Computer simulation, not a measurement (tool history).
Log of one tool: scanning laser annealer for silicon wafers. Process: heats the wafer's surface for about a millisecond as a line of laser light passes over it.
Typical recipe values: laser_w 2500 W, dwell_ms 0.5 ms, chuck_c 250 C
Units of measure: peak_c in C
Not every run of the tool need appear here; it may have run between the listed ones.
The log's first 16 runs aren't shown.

Run 17, day 7.2: usual settings but dwell_ms 0.473 ms. Result: peak_c 968 C.
Run 18, day 7.858: usual settings but laser_w 2220 W, dwell_ms 0.618 ms. Result: peak_c 954 C.
At day 8: window over the wafer cleaned.
Run 19, day 8.546: usual settings but laser_w 2439 W, dwell_ms 0.471 ms, chuck_c 286 C. Result: peak_c 970 C.
Run 20, day 9.104: usual settings but dwell_ms 0.469 ms, chuck_c 257 C. Result: peak_c 962 C.
Run 21, day 9.504: usual settings but dwell_ms 0.469 ms, chuck_c 257 C. Result: peak_c 961 C.
Run 22, day 9.992: usual settings but laser_w 2623 W, dwell_ms 0.554 ms. Result: peak_c 1059 C.
Run 23, day 10.279: usual settings but laser_w 2460 W, dwell_ms 0.371 ms, chuck_c 254 C. Result: peak_c 871 C.
At day 10.483: window over the wafer cleaned, once more.
Run 24, day 10.65: usual settings but laser_w 2460 W, dwell_ms 0.371 ms, chuck_c 254 C. Result: peak_c 903 C.
Run 25, day 11.192: usual settings but dwell_ms 0.373 ms, chuck_c 259 C. Result: peak_c 922 C.
Run 26, day 11.612: usual settings but laser_w 2247 W, dwell_ms 0.561 ms, chuck_c 254 C. Result: peak_c 957 C.
Run 27, day 12.15: usual settings but laser_w 2239 W, dwell_ms 0.508 ms, chuck_c 289 C. Result: peak_c 957 C.
Run 28, day 12.575: usual settings but chuck_c 225 C. Result: peak_c 984 C.
Run 29, day 13.108: usual settings but chuck_c 225 C. Result: peak_c 982 C.
Run 30, day 13.758: usual settings but laser_w 2541 W, dwell_ms 0.378 ms, chuck_c 227 C. Result: peak_c 905 C.
Run 31, day 14.217: usual settings but laser_w 2541 W, dwell_ms 0.378 ms, chuck_c 227 C. Result: peak_c 904 C.
Run 32, day 14.633: usual settings but laser_w 2541 W, dwell_ms 0.378 ms, chuck_c 227 C. Result: peak_c 906 C.
Run 33, day 15.108: usual settings but dwell_ms 0.459 ms, chuck_c 264 C. Result: peak_c 989 C.
Run 34, day 15.508: usual settings but laser_w 2675 W, dwell_ms 0.448 ms, chuck_c 271 C. Result: peak_c 1052 C.

4 options for the next run, each taken on its own from the tool as it stands now. Forecast them:
Run A, day 16.121: usual settings but laser_w 2566 W, dwell_ms 0.58 ms, chuck_c 263 C. Result: peak_c ?.
Run B, day 16.121: usual settings but laser_w 2722 W, dwell_ms 0.516 ms, chuck_c 226 C. Result: peak_c ?.
Run C, day 16.121: usual settings but laser_w 2666 W, dwell_ms 0.548 ms, chuck_c 273 C. Result: peak_c ?.
Run D, day 16.121: usual settings but laser_w 2675 W, dwell_ms 0.417 ms, chuck_c 212 C. Result: peak_c ?.

run  peak_c
  A    1097
  B    1079
  C    1131
  D     962
Without the tool's hidden state the same runs would have given:
run  peak_c
  A    1122
  B    1105
  C    1156
  D     984
